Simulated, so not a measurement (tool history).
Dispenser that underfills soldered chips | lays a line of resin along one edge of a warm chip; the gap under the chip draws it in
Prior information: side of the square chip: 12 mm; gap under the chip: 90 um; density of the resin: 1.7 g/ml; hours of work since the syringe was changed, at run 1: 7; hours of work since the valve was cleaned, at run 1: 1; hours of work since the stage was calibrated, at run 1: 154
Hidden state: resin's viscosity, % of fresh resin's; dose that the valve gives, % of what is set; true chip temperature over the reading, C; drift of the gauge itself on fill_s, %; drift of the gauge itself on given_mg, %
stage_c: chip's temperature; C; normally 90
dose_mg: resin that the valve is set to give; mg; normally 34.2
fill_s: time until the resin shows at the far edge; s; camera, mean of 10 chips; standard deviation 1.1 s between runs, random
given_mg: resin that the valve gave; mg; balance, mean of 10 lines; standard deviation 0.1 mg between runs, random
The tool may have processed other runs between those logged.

run  hour  stage_c  dose_mg  hours of work since the syringe was changed  hours of work since the valve was cleaned  hours of work since the stage was calibrated  fill_s  given_mg
  1   0.0       90     34.2                                            7                                          1                                           154   181.7     34.15
  2   4.0       90     34.2                                            9                                          3                                           156   231.1     34.10
  3   6.6       90     34.2                                           11                                          5                                           158   270.5     34.16
      8.1  -- new syringe of resin
  4  11.5       90     38.6                                            2                                          8                                           161   122.3     38.48
  5  15.3       90     35.9                                            5                                         11                                           164   156.5     35.48
  6  18.5       90     38.7                                            7                                         13                                           166   189.1     38.49
  7  21.8      100     34.2                                            9                                         15                                           168   157.3     33.78
     26.2  -- new syringe of resin
  8  27.2       90     34.2                                            1                                         18                                           171   112.5     33.83
  9  32.5      102     29.3                                            4                                         22                                           175    99.4     29.00
 10  38.2      102     29.3                                            8                                         26                                           178   136.9     28.73
 11  41.7       98     44.4                                           10                                         28                                           181   187.2     43.77
     44.0  -- new syringe of resin
 12  47.4       98     44.4                                            2                                         32                                           184    90.3     43.61
 13  50.2       98     44.4                                            4                                         33                                           186   105.4     43.53
 14  54.4       81     37.7                                            7                                         36                                           189   270.8     36.93
 15  58.6       83     38.3                                           10                                         39                                           192   321.6     37.57
     61.8  -- new syringe of resin
 16  63.0       90     30.9                                            1                                         42                                           195   115.8     30.21

Predict each of these 3 candidate next runs independently; none follows another, all start after run 16:
  A  68.4       82     40.7                                            4                                         45                                           198       ?         ?
  B  68.4       77     34.2                                            4                                         45                                           198       ?         ?
  C  68.4       90     43.0                                            4                                         45                                           198       ?         ?

run  fill_s  given_mg
  A   212.9     39.82
  B   264.2     33.30
  C   150.5     41.87
With no hidden state in the tool, these same runs would have given:
run  fill_s  given_mg
  A   145.4     40.82
  B   180.2     34.14
  C   102.5     42.92

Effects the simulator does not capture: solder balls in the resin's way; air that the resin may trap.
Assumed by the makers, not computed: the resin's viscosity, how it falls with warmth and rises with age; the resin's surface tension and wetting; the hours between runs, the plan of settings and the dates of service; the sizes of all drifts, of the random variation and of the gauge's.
